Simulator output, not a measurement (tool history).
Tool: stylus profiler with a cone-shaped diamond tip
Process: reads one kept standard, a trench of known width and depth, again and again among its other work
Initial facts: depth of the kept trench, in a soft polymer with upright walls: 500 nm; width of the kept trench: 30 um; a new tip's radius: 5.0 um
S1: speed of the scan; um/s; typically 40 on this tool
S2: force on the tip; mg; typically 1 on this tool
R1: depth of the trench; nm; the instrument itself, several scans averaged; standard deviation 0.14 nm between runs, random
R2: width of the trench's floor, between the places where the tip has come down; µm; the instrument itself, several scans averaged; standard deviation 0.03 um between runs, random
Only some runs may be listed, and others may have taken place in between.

run,hour,S1,S2,R1,R2
1,0,40,1,504.94,25.42
2,9.5,40,1,505.01,25.41
3,19,114,1,504.59,25.07
4,27.9,32,1,504.58,25.44
5,37.7,32,1,504.86,25.47
6,48.3,40,1,504.25,25.46
7,55.3,40,1,504.79,25.41
8,63.3,40,1,504.76,25.47
9,72.5,40,1,504.88,25.45
10,89.1,40,1,504.84,25.42
11,103.2,40,1,504.95,25.45
12,120.5,97,1,504.69,25.14
13,129.9,39,2.4,508.62,25.57
14,138.5,39,2.4,508.51,25.48
15,148.4,14,2.94,509.96,25.57
16,160.8,96,1.49,506.27,25.23
17,176.5,26,0.95,504.63,25.5
18,192.9,103,0.68,503.69,24.95
19,202.1,20,2.59,508.86,25.54
20,212.7,20,2.59,509.07,25.57
21,227.3,20,2.59,508.9,25.57
22,244.6,67,1.45,506.09,25.33
23,261.4,67,1.45,506.15,25.38
24,269.1,67,1.45,506.15,25.36

Branching from run 24: 3 alternative next runs. What would each branch give?
A,283.1,67,1.47,?,?
B,283.1,35,0.62,?,?
C,283.1,67,1.39,?,?

run,R1,R2
A,506.34,25.4
B,503.6,25.4
C,505.85,25.31
What these runs would have given with no unlogged condition in the tool:
run,R1,R2
A,506.34,25.4
B,503.6,25.41
C,505.85,25.31

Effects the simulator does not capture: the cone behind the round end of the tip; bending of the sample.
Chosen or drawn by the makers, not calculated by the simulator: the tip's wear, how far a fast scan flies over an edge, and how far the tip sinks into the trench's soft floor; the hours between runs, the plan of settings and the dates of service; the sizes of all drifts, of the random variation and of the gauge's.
